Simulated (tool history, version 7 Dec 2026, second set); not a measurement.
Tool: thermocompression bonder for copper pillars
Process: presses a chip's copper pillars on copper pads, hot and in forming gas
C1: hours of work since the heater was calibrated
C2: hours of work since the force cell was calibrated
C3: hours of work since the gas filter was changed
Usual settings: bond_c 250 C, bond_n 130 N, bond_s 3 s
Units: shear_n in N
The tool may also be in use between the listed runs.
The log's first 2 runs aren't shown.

run 3 day=6.071 | bond_c=250 bond_n=130 bond_s=3 | C1=888 C2=172 C3=172 | shear_n=72.1
run 4 day=8.483 | bond_c=250 bond_n=130 bond_s=3 | C1=930 C2=213 C3=213 | shear_n=69.9
run 5 day=10.583 | bond_c=250 bond_n=130 bond_s=3 | C1=966 C2=250 C3=250 | shear_n=71.3
run 6 day=13.704 | bond_c=250 bond_n=130 bond_s=3 | C1=1020 C2=304 C3=304 | shear_n=69.1
run 7 day=16.017 | bond_c=250 bond_n=130 bond_s=3 | C1=1060 C2=344 C3=344 | shear_n=68.6
run 8 day=17.483 | bond_c=250 bond_n=130 bond_s=3 | C1=1086 C2=370 C3=370 | shear_n=68.0
run 9 day=19.546 | bond_c=250 bond_n=130 bond_s=3 | C1=1122 C2=405 C3=405 | shear_n=64.7
run 10 day=22.675 | bond_c=250 bond_n=130 bond_s=3 | C1=1176 C2=460 C3=460 | shear_n=65.0
-- day=23.179 forming gas filter changed
-- day=25.158 heater calibrated with a thermocouple chip
run 11 day=26.117 | bond_c=250 bond_n=130 bond_s=3 | C1=17 C2=518 C3=50 | shear_n=78.1
run 12 day=29.438 | bond_c=250 bond_n=130 bond_s=3 | C1=74 C2=575 C3=107 | shear_n=76.0
run 13 day=32.562 | bond_c=250 bond_n=130 bond_s=3 | C1=128 C2=629 C3=161 | shear_n=74.9
run 14 day=35.312 | bond_c=250 bond_n=130 bond_s=3 | C1=176 C2=677 C3=209 | shear_n=72.9
run 15 day=38.596 | bond_c=250 bond_n=130 bond_s=3 | C1=233 C2=734 C3=266 | shear_n=72.8
run 16 day=42.038 | bond_c=250 bond_n=130 bond_s=3 | C1=293 C2=794 C3=326 | shear_n=72.2
run 17 day=44.254 | bond_c=250 bond_n=130 bond_s=3 | C1=331 C2=832 C3=364 | shear_n=70.0
run 18 day=46.608 | bond_c=250 bond_n=130 bond_s=3 | C1=372 C2=873 C3=405 | shear_n=71.3
-- day=49.262 force cell calibrated
run 19 day=49.308 | bond_c=246 bond_n=130 bond_s=3 | C1=418 C2=1 C3=451 | shear_n=68.6
-- day=50.454 forming gas filter changed
run 20 day=52.604 | bond_c=246 bond_n=130 bond_s=3 | C1=475 C2=58 C3=37 | shear_n=74.7
run 21 day=54.908 | bond_c=241 bond_n=85 bond_s=3 | C1=514 C2=98 C3=77 | shear_n=51.7
run 22 day=56.412 | bond_c=241 bond_n=85 bond_s=3 | C1=541 C2=124 C3=103 | shear_n=51.0
run 23 day=59.333 | bond_c=241 bond_n=150 bond_s=6 | C1=591 C2=174 C3=154 | shear_n=91.8
run 24 day=60.908 | bond_c=241 bond_n=150 bond_s=6 | C1=619 C2=202 C3=181 | shear_n=89.8
run 25 day=64.300 | bond_c=241 bond_n=150 bond_s=6 | C1=677 C2=260 C3=240 | shear_n=88.9
run 26 day=65.875 | bond_c=251 bond_n=178 bond_s=8 | C1=705 C2=288 C3=267 | shear_n=112.5

Forecast run 27:
run 27 day=68.925 | bond_c=251 bond_n=178 bond_s=8 | C1=758 C2=341 C3=320 | shear_n=?

{"run 27": {"shear_n": 105.2}}
Without the tool's hidden state the same run would have given shear_n 117.2 N.
